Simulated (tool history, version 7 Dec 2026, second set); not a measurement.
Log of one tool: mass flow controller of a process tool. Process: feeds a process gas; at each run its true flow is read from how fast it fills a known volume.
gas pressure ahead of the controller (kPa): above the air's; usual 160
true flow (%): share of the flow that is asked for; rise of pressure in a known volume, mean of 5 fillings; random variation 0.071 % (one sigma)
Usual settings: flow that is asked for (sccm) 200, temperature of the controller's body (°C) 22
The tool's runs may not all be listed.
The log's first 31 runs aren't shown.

run	hour	flow that is asked for (sccm)	gas pressure ahead of the controller (kPa)	temperature of the controller's body (°C)	true flow (%)
32	9402.6	156	160	27	99.28
33	9763.3	156	160	27	99.27
34	9968.2	182	186	28	99.39
35	10175.1	50	186	28	99.20
36	10426.6	164	185	24	99.65
37	10649.1	83	185	33	99.12
38	11005.2	83	185	33	99.00
39	11239.7	83	185	33	99.06
40	11451.9	190	268	35	99.35
41	11714.6	356	164	36	99.23
42	12091.8	200	160	23	99.56
43	12437.3	482	160	22	100.00
# hour 12492.1: controller's zero set anew
44	12638.3	155	160	26	99.26

5 ways to go on from here, each from the tool as it stands after run 44. What would each give?
A	13001.0	52	166	31	?
B	13001.0	322	211	23	?
C	13001.0	121	276	29	?
D	13001.0	460	180	22	?
E	13001.0	155	160	25	?

run	true flow (%)
A	99.01
B	99.95
C	99.71
D	100.03
E	99.29
Without the tool's hidden state the same runs would have given:
run	true flow (%)
A	98.98
B	99.92
C	99.68
D	100.01
E	99.26

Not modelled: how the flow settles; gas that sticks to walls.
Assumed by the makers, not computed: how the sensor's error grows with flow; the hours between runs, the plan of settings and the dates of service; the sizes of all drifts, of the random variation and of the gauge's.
